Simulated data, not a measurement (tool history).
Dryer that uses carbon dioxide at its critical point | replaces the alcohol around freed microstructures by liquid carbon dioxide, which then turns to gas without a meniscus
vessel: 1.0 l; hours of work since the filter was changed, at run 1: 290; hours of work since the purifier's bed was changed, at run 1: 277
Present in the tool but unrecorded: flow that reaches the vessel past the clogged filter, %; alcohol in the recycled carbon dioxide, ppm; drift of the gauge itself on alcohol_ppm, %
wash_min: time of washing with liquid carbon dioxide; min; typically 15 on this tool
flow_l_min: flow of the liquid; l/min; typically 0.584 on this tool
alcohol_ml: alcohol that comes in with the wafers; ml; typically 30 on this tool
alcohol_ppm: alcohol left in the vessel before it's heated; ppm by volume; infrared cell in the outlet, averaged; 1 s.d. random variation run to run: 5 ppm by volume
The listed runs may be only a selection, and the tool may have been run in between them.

run,hour,wash_min,flow_l_min,alcohol_ml,hours of work since the filter was changed,hours of work since the purifier's bed was changed,alcohol_ppm
1,0,15,0.584,30,290,277,86
2,21.3,11,0.584,30,301,288,305
3,34,15,0.419,30,307,294,369
4,49.3,15,0.419,30,315,302,373
5,69.4,15,0.419,30,325,312,371
6,78.7,20,0.584,30,330,316,46
7,96.6,15,0.584,33,339,325,96
8,111,15,0.584,33,346,333,97
9,131.8,15,0.584,30,356,343,96
10,149.8,15,0.584,30,365,352,92
11,168.4,15,0.584,30,375,361,93
12,182.7,15,0.584,30,382,369,96
13,197.1,18,0.584,30,389,376,62
14,217.9,18,0.584,30,399,386,50
15,239,18,0.584,30,410,397,45
16,259,15,0.584,30,420,407,106
17,277.7,15,0.584,30,429,416,94
18,294.7,15,0.584,99,438,425,251
19,307.6,15,0.584,99,444,431,252
20,324.8,24,0.858,30,453,440,34
21,340.6,24,0.858,30,461,448,38
22,352.2,15,0.621,30,467,453,80
23,373.2,15,0.859,74,477,464,61
24,391.5,15,0.859,74,486,473,52
25,409.4,15,0.518,54,495,482,299
26,426.7,16,0.584,49,504,491,127
# hour 429.2: inlet filter changed
27,444.4,16,0.584,49,8,499,74
28,456.6,9,0.582,49,14,505,830
29,478.1,9,0.582,49,24,516,829
30,490.5,9,0.582,49,31,522,853
31,505.9,23,0.435,43,38,530,59
32,526.3,23,0.584,73,49,540,53
33,539.7,23,0.584,73,55,547,58
34,557.1,11,0.584,30,64,555,246
35,577.7,11,0.584,30,74,566,248
36,596.9,15,0.423,21,84,575,209

Across each entry between runs, compare the hidden state at the last listed run before it with the hidden state at the first listed run after it:
Runs 26 to 27: inlet filter changed (hour 429.2)
  flow that reaches the vessel past the clogged filter, %: 86.6 -> 99.7; alcohol in the recycled carbon dioxide, ppm: 45.2 -> 45.9
  measured minus no-state result, alcohol_ppm: +89 -> +43 ppm by volume
